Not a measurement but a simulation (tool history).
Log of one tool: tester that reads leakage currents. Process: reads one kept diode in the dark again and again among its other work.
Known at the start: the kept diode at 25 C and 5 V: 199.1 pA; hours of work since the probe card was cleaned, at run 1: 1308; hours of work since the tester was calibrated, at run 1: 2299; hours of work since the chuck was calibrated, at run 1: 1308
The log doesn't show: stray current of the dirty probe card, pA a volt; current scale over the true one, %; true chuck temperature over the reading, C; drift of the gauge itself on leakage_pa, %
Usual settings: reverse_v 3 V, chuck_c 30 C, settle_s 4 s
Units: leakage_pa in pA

run    hour  reverse_v  chuck_c  settle_s  hours of work since the probe card was cleaned  hours of work since the tester was calibrated  hours of work since the chuck was calibrated  leakage_pa
  1       0          3       30         4                                            1308                                           2299                                          1308      253.22
  2    60.8          3       30         4                                            1352                                           2343                                          1352      253.14
  3   149.7          3       30         4                                            1415                                           2406                                          1415      255.01
  4   195.8          3       30         4                                            1448                                           2439                                          1448      254.86
  5   273.9          3       30         4                                            1504                                           2495                                          1504      254.75
  6   375.1          3       30      2.86                                            1576                                           2567                                          1576      256.28
  7   454.7          3       30      2.86                                            1633                                           2624                                          1633      257.14
  8   503.2       3.91       30         4                                            1668                                           2659                                          1668      282.79
  9   588.3       3.91       30         4                                            1729                                           2719                                          1729       283.4
 10   677.9       3.91       30         4                                            1793                                           2783                                          1793      286.06
 11   744.3          3       46         4                                            1840                                           2831                                          1840      738.77
 12   801.2          3       46      0.85                                            1881                                           2871                                          1881      742.82
 13   868.8          3       46      0.85                                            1929                                           2920                                          1929      742.24
 14   964.8      17.67       30         4                                            1997                                           2988                                          1997      499.88
 15  1067.7      17.67       30         4                                            2071                                           3062                                          2071      506.37
 16  1134.4       1.72       30         4                                            2119                                           3109                                          2119      215.38
 17  1205.8       1.72       30         4                                            2169                                           3160                                          2169      216.39
     1259.4  -- chuck's temperature calibrated
 18  1309.5          3       30      8.51                                            2242                                           3233                                            36      237.49
 19  1366.8          3       50         4                                            2283                                           3274                                            77      875.94
 20  1468.4          3       24         4                                            2356                                           3346                                           149       158.2
 21    1561          3       24         4                                            2422                                           3412                                           215       158.7
 22  1640.9          3       31      1.02                                            2479                                           3469                                           272      259.59
 23  1720.4          3       36      0.33                                            2535                                           3526                                           329      364.97
 24  1801.9          3       36      0.33                                            2594                                           3584                                           387      363.11
 25  1901.3       1.05       30      0.82                                            2665                                           3655                                           458      167.44
 26  1981.5       1.05       30      0.82                                            2722                                           3713                                           516      167.86
 27  2042.8      18.27       31      2.16                                            2766                                           3756                                           559      514.05
 28  2115.6       3.08       39         1                                            2818                                           3808                                           611      454.76
 29  2172.5       13.3       30      0.31                                            2858                                           3849                                           652      428.11
 30  2218.6       1.16       43      2.96                                            2891                                           3882                                           685      416.44
 31  2310.1       1.36       39      3.86                                            2957                                           3947                                           750      341.35
 32  2395.4      11.39       49         4                                            3018                                           4008                                           811     1372.79
 33  2493.3       1.27       47         4                                            3087                                           4078                                           881      553.07
 34  2583.7       6.46       30       8.7                                            3152                                           4143                                           946      332.83
 35  2668.4       8.56       30       0.3                                            3212                                           4203                                          1006      370.46
 36  2733.9       8.58       51      3.73                                            3259                                           4250                                          1053     1408.53
     2798.2  -- probe card cleaned and baked
 37    2834       6.01       42      0.43                                              26                                           4319                                          1122       706.5
 38  2876.6       1.76       33      1.74                                              56                                           4350                                          1153      253.33
 39  2929.5       1.76       33      1.74                                              94                                           4388                                          1190      252.83

Hidden state at the last listed run before each entry between runs and at the first one after, where it differs:
Between runs 17 and 18: chuck's temperature calibrated (hour 1259.4)
  stray current of the dirty probe card, pA a volt: 1.048 -> 1.085; current scale over the true one, %: -1.31 -> -1.33; true chuck temperature over the reading, C: 1.61 -> 0.06
  measured less the result without the state, leakage_pa: +21.84 -> +0.99 pA
Between runs 36 and 37: probe card cleaned and baked (hour 2798.2)
  stray current of the dirty probe card, pA a volt: 1.577 -> 0.034; current scale over the true one, %: -1.76 -> -1.79; true chuck temperature over the reading, C: 0.85 -> 0.9
  measured less the result without the state, leakage_pa: +59.89 -> +27.8 pA

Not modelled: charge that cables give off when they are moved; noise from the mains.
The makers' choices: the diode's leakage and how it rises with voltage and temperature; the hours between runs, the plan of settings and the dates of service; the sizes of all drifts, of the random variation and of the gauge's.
